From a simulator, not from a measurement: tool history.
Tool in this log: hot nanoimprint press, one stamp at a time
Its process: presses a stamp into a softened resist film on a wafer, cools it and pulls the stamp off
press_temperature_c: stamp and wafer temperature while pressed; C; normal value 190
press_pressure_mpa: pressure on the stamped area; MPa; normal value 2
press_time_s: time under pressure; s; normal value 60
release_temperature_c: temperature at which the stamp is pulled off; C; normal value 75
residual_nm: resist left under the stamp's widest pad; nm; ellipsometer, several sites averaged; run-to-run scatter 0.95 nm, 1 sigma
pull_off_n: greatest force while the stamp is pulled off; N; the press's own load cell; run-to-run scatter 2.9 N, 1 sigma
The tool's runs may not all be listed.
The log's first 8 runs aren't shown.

| run | day | press_temperature_c | press_pressure_mpa | press_time_s | release_temperature_c | hours of work since the thermocouple was calibrated | imprints on the stamp's release coat | hours of work since the press's seals were changed | residual_nm | pull_off_n |
|---|---|---|---|---|---|---|---|---|---|---|
| 9 | 4.958 | 190 | 2 | 60 | 75 | 59 | 32 | 262 | 149.6 | 134 |
| 10 | 5.704 | 190 | 2 | 60 | 72 | 69 | 84 | 273 | 148 | 135 |
| 11 | 6.471 | 190 | 2 | 60 | 75 | 79 | 137 | 283 | 150.4 | 139 |
| 12 | 6.867 | 190 | 2 | 109 | 75 | 85 | 165 | 288 | 120.6 | 133 |
| 13 | 7.596 | 190 | 2 | 109 | 75 | 95 | 216 | 298 | 121.1 | 134 |
| 14 | 8.092 | 190 | 2 | 48 | 75 | 101 | 250 | 305 | 159.1 | 135 |
| 15 | 8.579 | 190 | 2 | 48 | 75 | 108 | 284 | 312 | 158.8 | 135 |
| 16 | 8.962 | 186 | 2.88 | 72 | 65 | 113 | 311 | 317 | 140.5 | 159 |
| 17 | 9.354 | 192 | 2.75 | 114 | 74 | 119 | 338 | 322 | 96.2 | 139 |
| 18 | 9.829 | 196 | 1.48 | 40 | 77 | 125 | 371 | 329 | 158.1 | 136 |
| 19 | 10.379 | 196 | 1.48 | 40 | 77 | 132 | 410 | 336 | 157.2 | 134 |
| 20 | 11.104 | 196 | 1.48 | 40 | 77 | 142 | 460 | 346 | 158.4 | 129 |
| 21 | 11.633 | 196 | 1.78 | 49 | 82 | 150 | 497 | 353 | 138.8 | 125 |
| 22 | 12.229 | 193 | 1.78 | 97 | 68 | 158 | 539 | 361 | 119.5 | 149 |
| 23 | 12.638 | 193 | 1.78 | 97 | 68 | 163 | 567 | 367 | 120.1 | 147 |
| 24 | 13.071 | 184 | 3.01 | 110 | 62 | 169 | 597 | 373 | 130 | 165 |
| 25 | 13.646 | 192 | 2.06 | 77 | 73 | 177 | 638 | 381 | 128.4 | 141 |
| 26 | 14.2 | 190 | 2.53 | 32 | 75 | 184 | 676 | 388 | 166.7 | 137 |
| 27 | 14.692 | 192 | 1.83 | 38 | 78 | 191 | 711 | 395 | 165.9 | 131 |
| 28 | 15.05 | 192 | 1.83 | 38 | 78 | 196 | 735 | 400 | 168.3 | 127 |
| 29 | 15.388 | 192 | 2.07 | 38 | 63 | 201 | 759 | 404 | 160.2 | 164 |
| 30 | 15.892 | 192 | 2.07 | 38 | 63 | 207 | 794 | 411 | 159.6 | 166 |

What if the next run were any one of these 3? Each begins from the tool's condition after run 30:
| A | 16.458 | 190 | 2 | 60 | 81 | 215 | 834 | 419 | ? | ? |
| B | 16.458 | 190 | 2.02 | 50 | 80 | 215 | 834 | 419 | ? | ? |
| C | 16.458 | 188 | 1.8 | 60 | 75 | 215 | 834 | 419 | ? | ? |

| run | residual_nm | pull_off_n |
|---|---|---|
| A | 149.6 | 122 |
| B | 157.8 | 124 |
| C | 163.6 | 136 |
Had the tool no hidden state, the same runs would have come out as:
| run | residual_nm | pull_off_n |
|---|---|---|
| A | 149.5 | 121 |
| B | 157.7 | 123 |
| C | 163.5 | 136 |

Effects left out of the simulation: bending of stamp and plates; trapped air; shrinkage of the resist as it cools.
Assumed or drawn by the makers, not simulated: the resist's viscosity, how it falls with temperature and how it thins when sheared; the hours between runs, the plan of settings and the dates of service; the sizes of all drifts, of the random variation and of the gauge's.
